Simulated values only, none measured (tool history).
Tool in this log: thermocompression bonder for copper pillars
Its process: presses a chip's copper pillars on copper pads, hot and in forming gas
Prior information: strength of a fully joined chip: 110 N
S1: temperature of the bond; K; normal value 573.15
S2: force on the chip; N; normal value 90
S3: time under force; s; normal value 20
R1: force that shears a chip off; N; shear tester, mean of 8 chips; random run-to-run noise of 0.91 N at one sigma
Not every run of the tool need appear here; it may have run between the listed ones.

Run 1, hour 0.0: usual settings. Result: R1 69.0 N.
Run 2, hour 16.9: usual settings. Result: R1 67.5 N.
Run 3, hour 31.6: usual settings but S2 57 N. Result: R1 45.3 N.
At hour 45.4: heater calibrated with a thermocouple chip.
Run 4, hour 52.7: usual settings but S3 12 s. Result: R1 66.5 N.
Run 5, hour 63.1: usual settings but S3 16 s. Result: R1 71.2 N.
Run 6, hour 73.1: usual settings but S3 16 s. Result: R1 71.9 N.
Run 7, hour 82.3: usual settings but S3 16 s. Result: R1 70.5 N.
Run 8, hour 93.0: usual settings. Result: R1 75.9 N.
Run 9, hour 113.8: usual settings. Result: R1 77.0 N.
Run 10, hour 126.8: usual settings but S1 587.15 K. Result: R1 84.4 N.
Run 11, hour 145.8: usual settings but S1 587.15 K. Result: R1 83.3 N.
Run 12, hour 160.9: usual settings but S1 587.15 K. Result: R1 84.6 N.
Run 13, hour 180.2: usual settings but S1 587.15 K, S2 80 N, S3 25 s. Result: R1 82.8 N.

Estimate the outcome of run 14 from the log above:
Run 14, hour 189.1: usual settings but S1 587.15 K, S2 80 N, S3 25 s. Result: R1 ?.

Run 14 yielded R1 84.4 N.
Were there no unlogged condition in the tool, this run, its random variation unchanged, would have produced R1 85.1 N.
